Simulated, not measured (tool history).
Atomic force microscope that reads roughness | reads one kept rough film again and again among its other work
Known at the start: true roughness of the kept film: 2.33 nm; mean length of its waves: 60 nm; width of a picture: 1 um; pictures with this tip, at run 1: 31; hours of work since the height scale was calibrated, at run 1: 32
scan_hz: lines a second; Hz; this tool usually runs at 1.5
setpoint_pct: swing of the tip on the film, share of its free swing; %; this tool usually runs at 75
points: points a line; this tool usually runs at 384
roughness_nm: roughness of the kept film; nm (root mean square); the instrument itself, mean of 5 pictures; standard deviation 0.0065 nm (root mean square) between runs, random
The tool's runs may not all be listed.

run   hour  scan_hz  setpoint_pct  points  pictures with this tip  hours of work since the height scale was calibrated  roughness_nm
  1      0      1.5            75     384                      31                                                   32         2.021
  2    9.9      1.5            75     384                      45                                                   38         2.018
  3   19.8     1.44            75     384                      59                                                   45         2.004
  4   35.3      1.5            75     384                      81                                                   55         1.978
      49.8  -- new tip fitted
  5   54.8      1.5            75     960                       7                                                   68         2.041
  6   67.2     1.52            75     384                      24                                                   76         2.025
  7   84.4     2.65            75     384                      49                                                   87         1.863
  8  101.8      0.5            75     384                      73                                                   99         2.138
  9    114      1.5            75     392                      91                                                  107          1.98
     121.7  -- new tip fitted
 10  129.6      1.5            75     384                      11                                                  117         2.056
 11  144.5      1.5            75     384                      32                                                  127         2.021
 12  162.2      1.5            75     384                      57                                                  139         2.011
 13  172.2      1.5            75     384                      71                                                  146         1.995
 14  183.7      1.5            75     384                      88                                                  153         1.965
       193  -- new tip fitted
 15  203.1     1.27            57     384                      14                                                  166         2.196
 16  216.1     0.51            59     618                      33                                                  175          2.23
 17    230     1.21            88     880                      52                                                  184         1.908
 18  242.3     1.21            88     854                      70                                                  192          1.89
 19  259.8     1.13            64     642                      95                                                  204         2.122
     265.2  -- new tip fitted
 20  278.7     0.56            64     642                      19                                                  216         2.229
 21  293.5     2.56            88     574                      40                                                  226         1.639
 22  311.8     2.56            88     574                      65                                                  238         1.624
 23  321.3     1.07            75     384                      79                                                  244         2.046
 24  331.2     1.07            75     384                      93                                                  251          2.04
     336.8  -- new tip fitted
 25  344.9      1.5            75     655                      12                                                  260         2.037
 26    356     1.86            75     588                      27                                                  267         1.985
 27  369.9     1.19            75     347                      47                                                  276         2.047
 28  381.8     2.84            75     375                      64                                                  284         1.823

Alternative continuations, all from the tool just after run 28; predict every row:
  A  396.2     2.45            65     940                      84                                                  294             ?
  B  396.2     2.77            62     420                      84                                                  294             ?
  C  396.2     0.52            88     987                      84                                                  294             ?
  D  396.2     2.84            75     768                      84                                                  294             ?
  E  396.2      3.7            59     445                      84                                                  294             ?

run  roughness_nm
  A         2.005
  B             2
  C         2.052
  D         1.812
  E         1.991
Stripped of hidden state, with their random variation kept, the same runs would have yielded:
run  roughness_nm
  A         2.086
  B         2.081
  C         2.135
  D         1.885
  E         2.071

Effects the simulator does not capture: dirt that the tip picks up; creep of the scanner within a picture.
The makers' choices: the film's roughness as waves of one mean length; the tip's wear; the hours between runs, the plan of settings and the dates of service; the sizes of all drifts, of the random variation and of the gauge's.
